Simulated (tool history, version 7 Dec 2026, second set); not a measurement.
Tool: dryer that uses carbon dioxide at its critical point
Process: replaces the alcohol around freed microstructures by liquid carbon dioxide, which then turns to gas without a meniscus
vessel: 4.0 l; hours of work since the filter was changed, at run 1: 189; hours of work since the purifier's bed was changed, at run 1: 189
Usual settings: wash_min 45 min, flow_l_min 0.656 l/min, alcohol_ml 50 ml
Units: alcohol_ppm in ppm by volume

run,hour,wash_min,flow_l_min,alcohol_ml,hours of work since the filter was changed,hours of work since the purifier's bed was changed,alcohol_ppm
1,0,45,0.656,50,189,189,63
2,24.6,32,0.656,50,206,206,220
3,73.5,32,0.656,50,239,239,233
4,127.2,32,0.656,50,276,276,261
5,176.3,45,0.656,50,309,309,97
6,208.9,45,0.656,50,331,331,95
7,232.8,45,0.656,50,347,347,100
8,257.1,45,0.656,50,364,364,106
9,311.3,45,0.656,50,400,400,110
10,350.1,45,0.656,50,427,427,117
# hour 373.2: inlet filter changed
11,393.1,45,0.656,50,14,455,89
12,422,45,0.971,50,33,475,79
13,461.8,45,0.971,50,60,502,65
14,512.5,45,0.971,50,94,536,81
15,551.4,45,0.656,50,121,562,117
16,582.7,45,0.656,50,142,583,112
17,637,45,0.43,50,179,620,350
18,680.9,45,0.43,50,209,650,359
19,723.4,45,0.43,50,237,679,354
20,758.4,45,0.43,50,261,703,379
21,795.3,45,0.601,50,286,728,165
22,847.9,45,0.783,50,322,763,122
23,893.1,45,0.783,50,352,794,135
24,926,45,0.783,50,375,816,126
25,975.9,45,0.921,97,408,850,127
26,1023.1,45,0.543,48,440,882,252
# hour 1027.6: inlet filter changed
27,1048.5,64,0.656,30,14,898,128
28,1079,45,0.656,38,35,919,146
29,1125.6,45,0.599,54,66,951,179
30,1178.2,45,0.447,33,102,986,255
31,1208.4,28,0.645,25,122,1007,304
32,1255.2,45,0.542,38,154,1038,227
33,1302.6,36,0.534,38,186,1071,346
34,1325.7,53,0.839,50,202,1086,151
35,1373.5,53,0.49,50,234,1119,230
36,1401,56,0.49,89,253,1137,253
37,1439.9,45,0.406,50,279,1164,498
38,1465,29,0.656,50,296,1181,481
39,1489.8,48,0.81,79,313,1197,177
40,1539.5,56,0.656,66,347,1231,173
41,1574.2,56,0.656,66,370,1255,186
42,1612.5,56,0.656,66,396,1281,183
43,1635.9,56,0.656,38,412,1296,190
44,1661.5,31,0.494,95,430,1314,1497
# hour 1681.2: inlet filter changed
45,1697,31,1.045,104,11,1337,219
# hour 1705.1: purifier's bed changed
46,1737.1,44,1.045,104,36,22,3

4 ways to go on from here, each from the tool as it stands after run 46. What would each give?
A,1791.8,45,0.907,22,73,59,?
B,1791.8,63,0.656,42,73,59,?
C,1791.8,40,0.962,46,73,59,?
D,1791.8,51,0.656,33,73,59,?

run,alcohol_ppm
A,7
B,25
C,13
D,20
Without the tool's hidden state the same runs would have given:
run,alcohol_ppm
A,0
B,16
C,4
D,10
